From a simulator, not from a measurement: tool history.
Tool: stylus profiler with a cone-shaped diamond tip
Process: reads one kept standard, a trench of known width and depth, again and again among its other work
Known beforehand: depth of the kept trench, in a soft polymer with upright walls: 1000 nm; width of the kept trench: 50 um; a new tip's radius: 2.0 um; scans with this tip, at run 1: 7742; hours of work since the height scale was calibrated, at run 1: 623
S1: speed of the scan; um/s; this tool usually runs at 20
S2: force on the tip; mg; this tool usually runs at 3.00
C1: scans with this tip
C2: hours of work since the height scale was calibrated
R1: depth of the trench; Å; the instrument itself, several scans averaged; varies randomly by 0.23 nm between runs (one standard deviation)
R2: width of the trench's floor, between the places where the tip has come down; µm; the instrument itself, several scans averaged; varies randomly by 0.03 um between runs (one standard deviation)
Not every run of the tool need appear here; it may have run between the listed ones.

run	hour	S1	S2	C1	C2	R1	R2
1	0.0	20	3.00	7742	623	10186.1	45.60
2	19.1	20	3.00	7896	636	10185.6	45.57
3	33.7	20	3.00	8015	645	10185.2	45.58
4	47.4	20	3.00	8126	654	10187.4	45.49
5	66.0	20	3.00	8277	667	10188.2	45.51
6	80.1	20	3.00	8390	676	10184.8	45.51
7	110.4	20	3.00	8636	695	10187.3	45.46
8	136.2	20	3.00	8845	712	10184.8	45.43
9	160.3	20	3.00	9040	728	10193.3	45.43
10	178.3	11	1.73	9186	740	10140.1	45.45
11	195.7	11	1.73	9327	751	10144.6	45.43

Expected results for the next run?
12	217.8	38	6.20	9506	766	?	?

{"run 12": {"R1": 10282.6, "R2": 45.35}}
Minus the tool's unlogged condition, the same run would have read R1 10241.4 Å, R2 46.44 µm.

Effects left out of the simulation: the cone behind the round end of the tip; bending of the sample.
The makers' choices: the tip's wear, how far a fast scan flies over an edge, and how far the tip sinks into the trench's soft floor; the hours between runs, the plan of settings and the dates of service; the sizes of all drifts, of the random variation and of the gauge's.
